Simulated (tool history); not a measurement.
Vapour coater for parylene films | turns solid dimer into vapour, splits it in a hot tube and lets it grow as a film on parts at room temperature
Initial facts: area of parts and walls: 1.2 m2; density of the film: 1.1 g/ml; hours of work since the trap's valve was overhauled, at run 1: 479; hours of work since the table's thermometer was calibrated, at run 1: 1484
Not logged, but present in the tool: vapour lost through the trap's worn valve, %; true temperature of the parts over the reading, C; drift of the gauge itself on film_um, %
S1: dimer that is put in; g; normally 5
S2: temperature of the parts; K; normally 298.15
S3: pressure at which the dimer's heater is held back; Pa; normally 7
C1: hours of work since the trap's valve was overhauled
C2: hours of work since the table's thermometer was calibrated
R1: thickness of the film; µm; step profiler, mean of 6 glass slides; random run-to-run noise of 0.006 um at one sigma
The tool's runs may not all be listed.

| run | hour | S1 | S2 | S3 | C1 | C2 | R1 |
|---|---|---|---|---|---|---|---|
| 1 | 0 | 5 | 298.15 | 7 | 479 | 1484 | 1.819 |
| 2 | 51.4 | 5 | 298.15 | 7 | 523 | 1529 | 1.818 |
|  | 57 | table's thermometer calibrated |
| 3 | 96.1 | 5 | 298.15 | 4.03 | 562 | 34 | 1.991 |
| 4 | 135.1 | 5 | 298.15 | 4.03 | 595 | 68 | 1.99 |
|  | 182.3 | trap's valve overhauled |
| 5 | 187.6 | 5 | 298.15 | 4.03 | 5 | 110 | 2.074 |
| 6 | 218.3 | 5 | 308.15 | 7 | 31 | 137 | 1.543 |
| 7 | 249.9 | 5 | 308.15 | 7 | 59 | 164 | 1.539 |
| 8 | 283.9 | 8 | 298.15 | 7 | 88 | 194 | 3.105 |
| 9 | 322.2 | 5 | 298.15 | 7.33 | 122 | 227 | 1.93 |
| 10 | 351.9 | 5 | 298.15 | 7.33 | 148 | 253 | 1.922 |
| 11 | 378.2 | 5 | 298.15 | 7.33 | 170 | 276 | 1.91 |
| 12 | 428.5 | 5 | 298.15 | 7.33 | 214 | 320 | 1.912 |
| 13 | 477.2 | 3 | 298.15 | 7.33 | 257 | 362 | 1.141 |
| 14 | 509.3 | 6 | 298.15 | 7 | 285 | 390 | 2.29 |
| 15 | 544.7 | 3 | 298.15 | 7 | 315 | 421 | 1.134 |
| 16 | 599.1 | 3 | 298.15 | 7 | 363 | 468 | 1.141 |
| 17 | 642 | 5 | 300.15 | 7 | 400 | 505 | 1.809 |
| 18 | 702.1 | 5 | 300.15 | 7 | 452 | 558 | 1.784 |
| 19 | 746.8 | 5 | 298.15 | 3.8 | 491 | 597 | 2.006 |
| 20 | 802.2 | 5 | 298.15 | 7 | 539 | 645 | 1.864 |
| 21 | 831.8 | 5 | 293.15 | 7 | 565 | 671 | 2.09 |
| 22 | 891 | 5 | 293.15 | 8.41 | 617 | 722 | 2.03 |
|  | 914 | trap's valve overhauled |
| 23 | 919.9 | 5 | 293.15 | 8.41 | 5 | 744 | 2.121 |
| 24 | 979 | 9 | 291.15 | 2.68 | 57 | 795 | 4.495 |
| 25 | 1012.9 | 4 | 296.15 | 3.41 | 86 | 825 | 1.72 |
| 26 | 1044.1 | 5 | 298.15 | 7.12 | 113 | 852 | 1.905 |
| 27 | 1103.6 | 8 | 303.15 | 7.5 | 165 | 904 | 2.672 |
| 28 | 1142.2 | 3 | 298.15 | 2.67 | 199 | 937 | 1.245 |
| 29 | 1171.6 | 3 | 298.15 | 6.96 | 224 | 963 | 1.124 |
| 30 | 1205.4 | 8 | 292.15 | 3.71 | 254 | 992 | 3.712 |
| 31 | 1237.8 | 2 | 292.15 | 2.13 | 282 | 1020 | 0.975 |
| 32 | 1285.7 | 2 | 292.15 | 2.13 | 323 | 1062 | 0.965 |
| 33 | 1314.2 | 5 | 298.15 | 7 | 348 | 1087 | 1.865 |
| 34 | 1351.7 | 5 | 292.15 | 7 | 381 | 1119 | 2.129 |
| 35 | 1380.4 | 7 | 294.15 | 10.11 | 406 | 1144 | 2.735 |
| 36 | 1411.6 | 5 | 293.15 | 7 | 433 | 1171 | 2.067 |
| 37 | 1454.9 | 5 | 298.15 | 5.37 | 471 | 1209 | 1.887 |
| 38 | 1489.3 | 2 | 294.15 | 5.12 | 501 | 1239 | 0.835 |
| 39 | 1530 | 5 | 297.15 | 7 | 536 | 1274 | 1.867 |
| 40 | 1559.4 | 5 | 294.15 | 3.15 | 562 | 1300 | 2.198 |
| 41 | 1615.4 | 5 | 294.15 | 3.15 | 610 | 1349 | 2.163 |
|  | 1645.4 | trap's valve overhauled |
| 42 | 1666 | 5 | 308.15 | 9.24 | 18 | 1389 | 1.443 |
| 43 | 1694.5 | 4 | 299.15 | 3.52 | 43 | 1414 | 1.582 |
| 44 | 1719.7 | 2 | 298.15 | 2.21 | 65 | 1436 | 0.849 |
| 45 | 1746.1 | 4 | 299.15 | 4.33 | 88 | 1459 | 1.544 |
| 46 | 1795.8 | 3 | 299.15 | 4.33 | 131 | 1502 | 1.162 |

Pick out some run-to-run changes in R1. Of each, how much would a tool without hidden state show as well, from the settings, what came in and chance, and how much is left for the hidden state and any gauge scatter not in both results compared?
Run 24 -> 25: S1 9 -> 4, S2 291.15 -> 296.15, S3 2.68 -> 3.41. R1 -2.775 µm: hidden state +0.075, all else -2.85.
Run 29 -> 30: S1 3 -> 8, S2 298.15 -> 292.15, S3 6.96 -> 3.71. R1 +2.588 µm: hidden state -0.125, all else +2.713.
Run 30 -> 31: S1 8 -> 2, S3 3.71 -> 2.13. R1 -2.737 µm: hidden state +0.126, all else -2.863.
Run 41 -> 42: S2 294.15 -> 308.15, S3 3.15 -> 9.24, trap's valve overhauled. R1 -0.72 µm: hidden state +0.125, all else -0.845.
